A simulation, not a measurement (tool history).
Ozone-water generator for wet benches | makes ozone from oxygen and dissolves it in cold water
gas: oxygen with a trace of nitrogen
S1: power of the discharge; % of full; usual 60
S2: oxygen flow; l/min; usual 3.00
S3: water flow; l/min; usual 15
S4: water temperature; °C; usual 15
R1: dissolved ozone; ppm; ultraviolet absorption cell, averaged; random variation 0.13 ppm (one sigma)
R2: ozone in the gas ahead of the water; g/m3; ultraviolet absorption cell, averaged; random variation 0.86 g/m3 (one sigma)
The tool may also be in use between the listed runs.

Run 1, hour 0.0: usual settings. Result: R1 12.8 ppm, R2 138.5 g/m3.
Run 2, hour 116.6: usual settings but S3 16 l/min. Result: R1 12.0 ppm, R2 137.9 g/m3.
Run 3, hour 236.3: usual settings but S1 91 % of full, S3 16 l/min. Result: R1 15.1 ppm, R2 170.3 g/m3.
Run 4, hour 322.9: usual settings but S1 91 % of full, S3 16 l/min. Result: R1 15.2 ppm, R2 173.6 g/m3.
Run 5, hour 376.8: usual settings but S1 91 % of full, S3 16 l/min. Result: R1 15.1 ppm, R2 171.8 g/m3.
Run 6, hour 457.6: usual settings. Result: R1 12.8 ppm, R2 140.4 g/m3.
Run 7, hour 552.2: usual settings. Result: R1 13.0 ppm, R2 139.3 g/m3.
Run 8, hour 664.1: usual settings but S3 11 l/min. Result: R1 16.2 ppm, R2 141.0 g/m3.
Run 9, hour 737.4: usual settings but S3 11 l/min. Result: R1 16.2 ppm, R2 138.8 g/m3.
Run 10, hour 807.7: usual settings but S3 11 l/min. Result: R1 16.1 ppm, R2 140.9 g/m3.
Run 11, hour 877.5: usual settings. Result: R1 13.0 ppm, R2 140.6 g/m3.
Run 12, hour 958.6: usual settings but S3 12 l/min. Result: R1 15.4 ppm, R2 138.9 g/m3.
Run 13, hour 1030.9: usual settings but S3 12 l/min. Result: R1 15.1 ppm, R2 139.0 g/m3.
Run 14, hour 1097.0: usual settings but S3 12 l/min. Result: R1 15.3 ppm, R2 138.4 g/m3.
Run 15, hour 1159.1: usual settings but S3 12 l/min. Result: R1 15.5 ppm, R2 139.0 g/m3.
Run 16, hour 1238.0: usual settings but S2 1.99 l/min. Result: R1 11.7 ppm, R2 168.5 g/m3.
Run 17, hour 1320.7: usual settings but S1 69 % of full, S2 3.85 l/min, S3 11 l/min, S4 11 °C. Result: R1 19.1 ppm, R2 132.6 g/m3.
Run 18, hour 1399.3: usual settings but S4 8 °C. Result: R1 13.8 ppm, R2 138.9 g/m3.
Run 19, hour 1507.2: usual settings but S4 8 °C. Result: R1 13.9 ppm, R2 138.8 g/m3.
Run 20, hour 1560.2: usual settings but S1 72 % of full, S3 21 l/min, S4 8 °C. Result: R1 11.2 ppm, R2 153.3 g/m3.
Run 21, hour 1661.3: usual settings but S1 83 % of full, S2 3.46 l/min, S3 22 l/min, S4 7 °C. Result: R1 12.1 ppm, R2 153.2 g/m3.
Run 22, hour 1767.6: usual settings but S1 83 % of full, S2 3.46 l/min, S3 22 l/min, S4 7 °C. Result: R1 12.1 ppm, R2 153.0 g/m3.
Run 23, hour 1852.6: usual settings but S2 1.65 l/min, S3 9 l/min, S4 9 °C. Result: R1 18.3 ppm, R2 183.2 g/m3.
Run 24, hour 1920.7: usual settings but S1 81 % of full. Result: R1 15.0 ppm, R2 161.9 g/m3.
Run 25, hour 1984.6: usual settings but S1 58 % of full, S2 3.64 l/min, S3 20 l/min. Result: R1 10.4 ppm, R2 124.8 g/m3.
Run 26, hour 2039.3: usual settings but S3 11 l/min. Result: R1 16.0 ppm, R2 139.1 g/m3.
Run 27, hour 2108.6: usual settings but S2 4.68 l/min, S3 11 l/min, S4 7 °C. Result: R1 18.9 ppm, R2 113.3 g/m3.
Run 28, hour 2171.1: usual settings but S1 72 % of full, S2 5.36 l/min. Result: R1 15.0 ppm, R2 116.4 g/m3.
Run 29, hour 2252.4: usual settings but S1 72 % of full, S2 5.36 l/min. Result: R1 14.8 ppm, R2 117.0 g/m3.
Run 30, hour 2367.9: usual settings but S3 13 l/min, S4 16 °C. Result: R1 14.4 ppm, R2 139.4 g/m3.
Run 31, hour 2478.8: usual settings but S3 13 l/min, S4 16 °C. Result: R1 14.3 ppm, R2 139.0 g/m3.
Run 32, hour 2551.7: usual settings but S3 13 l/min, S4 16 °C. Result: R1 14.1 ppm, R2 138.9 g/m3.

4 ways to go on from here, each from the tool as it stands after run 32. What would each give?
Run A, hour 2643.4: usual settings but S2 3.43 l/min, S3 22 l/min, S4 10 °C. Result: R1 ?, R2 ?.
Run B, hour 2643.4: usual settings but S2 1.92 l/min, S3 16 l/min, S4 16 °C. Result: R1 ?, R2 ?.
Run C, hour 2643.4: usual settings but S1 58 % of full, S3 9 l/min, S4 16 °C. Result: R1 ?, R2 ?.
Run D, hour 2643.4: usual settings but S2 3.21 l/min. Result: R1 ?, R2 ?.

run    R1     R2
  A  10.1  129.9
  B  11.0  171.5
  C  18.1  136.1
  D  12.8  133.6
Without the tool's hidden state the same runs would have given:
run    R1     R2
  A  10.1  130.0
  B  11.0  171.6
  C  18.1  136.2
  D  12.8  133.7
